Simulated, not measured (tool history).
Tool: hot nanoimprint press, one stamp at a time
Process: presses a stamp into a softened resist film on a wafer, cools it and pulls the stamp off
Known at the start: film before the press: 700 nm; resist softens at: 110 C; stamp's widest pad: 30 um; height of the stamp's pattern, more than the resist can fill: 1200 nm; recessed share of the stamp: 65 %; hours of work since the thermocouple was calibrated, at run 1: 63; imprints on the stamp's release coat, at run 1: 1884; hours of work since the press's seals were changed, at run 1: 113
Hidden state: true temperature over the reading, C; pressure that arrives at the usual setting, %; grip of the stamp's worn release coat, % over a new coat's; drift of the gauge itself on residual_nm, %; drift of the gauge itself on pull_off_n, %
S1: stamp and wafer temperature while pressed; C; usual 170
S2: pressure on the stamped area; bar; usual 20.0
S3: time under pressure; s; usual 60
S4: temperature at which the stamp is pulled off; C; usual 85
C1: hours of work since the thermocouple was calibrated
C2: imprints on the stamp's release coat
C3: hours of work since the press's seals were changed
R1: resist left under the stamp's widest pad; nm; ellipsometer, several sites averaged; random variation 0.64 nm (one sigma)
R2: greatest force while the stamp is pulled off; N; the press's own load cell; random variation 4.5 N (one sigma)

{"run": 1, "hour": 0.0, "S1": 170, "S2": 20.0, "S3": 60, "S4": 85, "C1": 63, "C2": 1884, "C3": 113, "R1": 259.8, "R2": 216}
{"run": 2, "hour": 8.7, "S1": 168, "S2": 20.0, "S3": 60, "S4": 85, "C1": 67, "C2": 1901, "C3": 116, "R1": 282.2, "R2": 225}
{"run": 3, "hour": 12.9, "S1": 160, "S2": 20.0, "S3": 60, "S4": 85, "C1": 69, "C2": 1910, "C3": 118, "R1": 399.9, "R2": 214}
{"run": 4, "hour": 19.2, "S1": 160, "S2": 20.0, "S3": 60, "S4": 85, "C1": 71, "C2": 1923, "C3": 121, "R1": 399.3, "R2": 227}
{"run": 5, "hour": 25.6, "S1": 160, "S2": 20.0, "S3": 107, "S4": 85, "C1": 74, "C2": 1936, "C3": 124, "R1": 333.5, "R2": 223}
{"run": 6, "hour": 35.1, "S1": 160, "S2": 20.0, "S3": 107, "S4": 85, "C1": 78, "C2": 1956, "C3": 128, "R1": 334.1, "R2": 222}
{"run": 7, "hour": 43.6, "S1": 170, "S2": 20.0, "S3": 60, "S4": 85, "C1": 82, "C2": 1973, "C3": 131, "R1": 259.8, "R2": 229}
{"run": 8, "hour": 48.8, "S1": 176, "S2": 20.0, "S3": 60, "S4": 85, "C1": 84, "C2": 1984, "C3": 133, "R1": 201.6, "R2": 222}
{"run": 9, "hour": 56.0, "S1": 176, "S2": 20.0, "S3": 60, "S4": 85, "C1": 87, "C2": 1999, "C3": 136, "R1": 202.1, "R2": 223}
{"run": 10, "hour": 65.5, "S1": 164, "S2": 20.0, "S3": 60, "S4": 85, "C1": 91, "C2": 2018, "C3": 140, "R1": 336.3, "R2": 224}
{"run": 11, "hour": 70.9, "S1": 170, "S2": 28.4, "S3": 37, "S4": 80, "C1": 93, "C2": 2029, "C3": 143, "R1": 251.6, "R2": 234}
{"run": 12, "hour": 78.5, "S1": 160, "S2": 20.0, "S3": 47, "S4": 87, "C1": 96, "C2": 2045, "C3": 146, "R1": 430.1, "R2": 216}
{"run": 13, "hour": 86.5, "S1": 160, "S2": 20.0, "S3": 47, "S4": 87, "C1": 100, "C2": 2061, "C3": 149, "R1": 427.6, "R2": 211}
{"run": 14, "hour": 94.0, "S1": 161, "S2": 20.0, "S3": 68, "S4": 76, "C1": 103, "C2": 2077, "C3": 153, "R1": 368.1, "R2": 241}

Run 15 comes next. What will it give?
{"run": 15, "hour": 101.7, "S1": 182, "S2": 16.2, "S3": 117, "S4": 86, "C1": 106, "C2": 2093, "C3": 156, "R1": "?", "R2": "?"}

Run 15 gave R1 140.2 nm, R2 213 N.
Without the tool's hidden state the same run would have given R1 140.2 nm, R2 209 N.
